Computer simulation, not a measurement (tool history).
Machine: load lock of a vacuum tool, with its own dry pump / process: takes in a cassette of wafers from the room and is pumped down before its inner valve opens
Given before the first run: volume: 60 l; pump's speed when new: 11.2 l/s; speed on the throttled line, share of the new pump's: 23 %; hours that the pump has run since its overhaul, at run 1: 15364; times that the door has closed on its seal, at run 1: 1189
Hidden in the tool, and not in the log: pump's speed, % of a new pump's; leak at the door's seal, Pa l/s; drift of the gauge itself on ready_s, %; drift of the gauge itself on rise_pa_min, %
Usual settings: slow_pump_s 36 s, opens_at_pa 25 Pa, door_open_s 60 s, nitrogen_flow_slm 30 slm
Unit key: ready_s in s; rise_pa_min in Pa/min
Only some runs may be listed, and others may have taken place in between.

run	day	slow_pump_s	opens_at_pa	door_open_s	nitrogen_flow_slm	hours that the pump has run since its overhaul	times that the door has closed on its seal	incoming humidity of the room's air, %	ready_s	rise_pa_min
1	0.000	36	25	60	30	15364	1189	46.4	72.5	0.041
2	6.662	36	25	60	30	15524	1377	42.0	72.3	0.037
3	15.738	36	25	33	30	15742	1632	47.1	72.0	0.032
4	22.738	36	25	33	30	15910	1828	47.5	71.7	0.035
5	30.100	27	25	60	30	16086	2035	45.3	66.3	0.039
6	37.771	27	25	60	30	16270	2251	44.9	65.8	0.046
7	45.558	36	25	60	30	16457	2469	45.1	72.1	0.040
8	52.046	36	25	60	11	16613	2652	45.6	72.4	0.057
9	59.446	36	25	60	11	16791	2860	49.4	72.8	0.063
10	66.392	36	25	60	11	16957	3055	43.8	72.3	0.053
11	72.004	36	25	60	30	17092	3212	41.9	72.7	0.040
12	78.117	36	25	60	30	17239	3384	45.7	72.6	0.037
13	88.067	36	35	60	30	17477	3664	46.3	71.0	0.036
14	94.279	36	35	60	30	17627	3838	47.9	69.8	0.043
15	101.996	36	35	60	30	17812	4055	46.5	70.2	0.041
16	108.650	36	35	60	30	17972	4242	47.6	70.1	0.044
17	117.762	36	35	60	30	18190	4498	47.7	70.4	0.044
18	122.029	36	35	60	30	18293	4618	45.1	70.6	0.041
19	131.588	43	23	146	7	18522	4886	45.9	78.1	0.100
20	137.633	43	23	146	7	18667	5056	40.2	78.2	0.082
21	144.571	43	23	146	7	18834	5251	44.2	77.8	0.098
22	152.562	43	23	146	7	19025	5476	44.6	78.2	0.095
23	161.192	64	25	110	5	19232	5718	47.9	93.8	0.092
24	169.608	64	25	110	5	19434	5954	46.0	94.2	0.092
25	178.400	29	25	60	36	19645	6201	43.1	66.8	0.032
26	186.008	36	25	87	27	19828	6415	43.4	72.6	0.048
27	193.538	66	25	60	34	20009	6627	46.3	95.0	0.036
28	201.642	66	25	60	34	20203	6854	40.9	95.6	0.036
29	207.358	38	46	53	10	20340	7015	45.7	70.7	0.056
30	215.600	40	25	60	30	20538	7247	44.5	75.2	0.041
31	221.829	40	25	60	30	20688	7422	45.1	75.7	0.036

Run 32 is up next; what results do you expect?
# day 229.396: dry pump taken out, an overhauled one fitted
32	230.021	40	25	60	30	15	7645	47.7	?	?

ready_s: 76.3 s
rise_pa_min: 0.049 Pa/min
If the tool had no hidden condition, the same run with the same run-to-run variation would have returned ready_s 76.3 s, rise_pa_min 0.049 Pa/min.
